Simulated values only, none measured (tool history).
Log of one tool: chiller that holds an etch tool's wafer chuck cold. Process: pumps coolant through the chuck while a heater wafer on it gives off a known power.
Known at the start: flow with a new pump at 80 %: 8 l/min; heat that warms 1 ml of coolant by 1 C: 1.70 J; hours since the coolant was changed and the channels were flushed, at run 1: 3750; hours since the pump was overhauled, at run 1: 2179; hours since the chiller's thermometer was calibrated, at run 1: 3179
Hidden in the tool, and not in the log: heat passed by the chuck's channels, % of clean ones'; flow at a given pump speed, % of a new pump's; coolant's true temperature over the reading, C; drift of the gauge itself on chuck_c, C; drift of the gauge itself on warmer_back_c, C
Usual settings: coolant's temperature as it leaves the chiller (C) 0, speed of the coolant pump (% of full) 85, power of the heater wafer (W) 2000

| run | hour | coolant's temperature as it leaves the chiller (C) | speed of the coolant pump (% of full) | power of the heater wafer (W) | hours since the coolant was changed and the channels were flushed | hours since the pump was overhauled | hours since the chiller's thermometer was calibrated | chuck's temperature once it has settled (C) | how much warmer the coolant comes back (C) |
|---|---|---|---|---|---|---|---|---|---|
| 1 | 0.0 | 0 | 85 | 2000 | 3750 | 2179 | 3179 | 23.7 | 8.28 |
| 2 | 49.9 | 0 | 85 | 2000 | 3800 | 2229 | 3229 | 23.6 | 8.19 |
| 3 | 118.5 | 0 | 85 | 2000 | 3869 | 2297 | 3298 | 23.7 | 8.32 |
| 4 | 200.9 | 0 | 85 | 1433 | 3951 | 2379 | 3380 | 17.0 | 5.96 |
| 5 | 266.0 | 0 | 85 | 1433 | 4016 | 2445 | 3446 | 17.0 | 5.89 |
| 6 | 304.6 | 0 | 100 | 2000 | 4055 | 2483 | 3484 | 20.0 | 6.84 |
| 7 | 388.5 | 0 | 100 | 2000 | 4139 | 2567 | 3568 | 20.3 | 6.84 |
| 8 | 445.4 | 0 | 100 | 2000 | 4196 | 2624 | 3625 | 20.3 | 6.84 |
| 9 | 488.5 | 0 | 69 | 2000 | 4239 | 2667 | 3668 | 29.0 | 10.42 |
| 10 | 535.2 | 0 | 85 | 2000 | 4286 | 2714 | 3715 | 23.7 | 8.25 |
| 11 | 576.1 | 0 | 85 | 2000 | 4327 | 2755 | 3756 | 23.7 | 8.28 |
| 12 | 617.8 | -7 | 85 | 2000 | 4368 | 2796 | 3797 | 16.6 | 8.26 |
| 13 | 679.9 | -7 | 85 | 2000 | 4430 | 2858 | 3859 | 16.7 | 8.21 |
| 14 | 746.3 | -7 | 85 | 1445 | 4497 | 2925 | 3926 | 10.3 | 5.94 |
|  | 785.3 | coolant changed, channels flushed |
| 15 | 817.5 | -7 | 85 | 1445 | 32 | 2990 | 3991 | 10.1 | 6.02 |
| 16 | 879.2 | -7 | 85 | 1445 | 94 | 3052 | 4053 | 10.0 | 6.00 |
| 17 | 962.1 | -7 | 85 | 1445 | 177 | 3135 | 4136 | 10.0 | 5.92 |
| 18 | 1000.3 | -3 | 76 | 2000 | 215 | 3173 | 4174 | 23.3 | 9.35 |
| 19 | 1075.1 | 6 | 76 | 1387 | 290 | 3248 | 4249 | 24.1 | 6.57 |
| 20 | 1129.4 | 6 | 76 | 1229 | 344 | 3302 | 4303 | 22.3 | 5.77 |
| 21 | 1189.2 | 0 | 85 | 2988 | 404 | 3362 | 4363 | 35.4 | 12.32 |
| 22 | 1249.5 | -2 | 73 | 2988 | 464 | 3422 | 4423 | 39.0 | 14.66 |

Run 23 comes next. What will it give?
| 23 | 1291.9 | -2 | 73 | 2988 | 507 | 3464 | 4465 | ? | ? |

{"run 23": {"chuck's temperature once it has settled (C)": 38.9, "how much warmer the coolant comes back (C)": 14.63}}
Without the tool's hidden state the same run would have given chuck's temperature once it has settled (C) 38.9, how much warmer the coolant comes back (C) 14.62.

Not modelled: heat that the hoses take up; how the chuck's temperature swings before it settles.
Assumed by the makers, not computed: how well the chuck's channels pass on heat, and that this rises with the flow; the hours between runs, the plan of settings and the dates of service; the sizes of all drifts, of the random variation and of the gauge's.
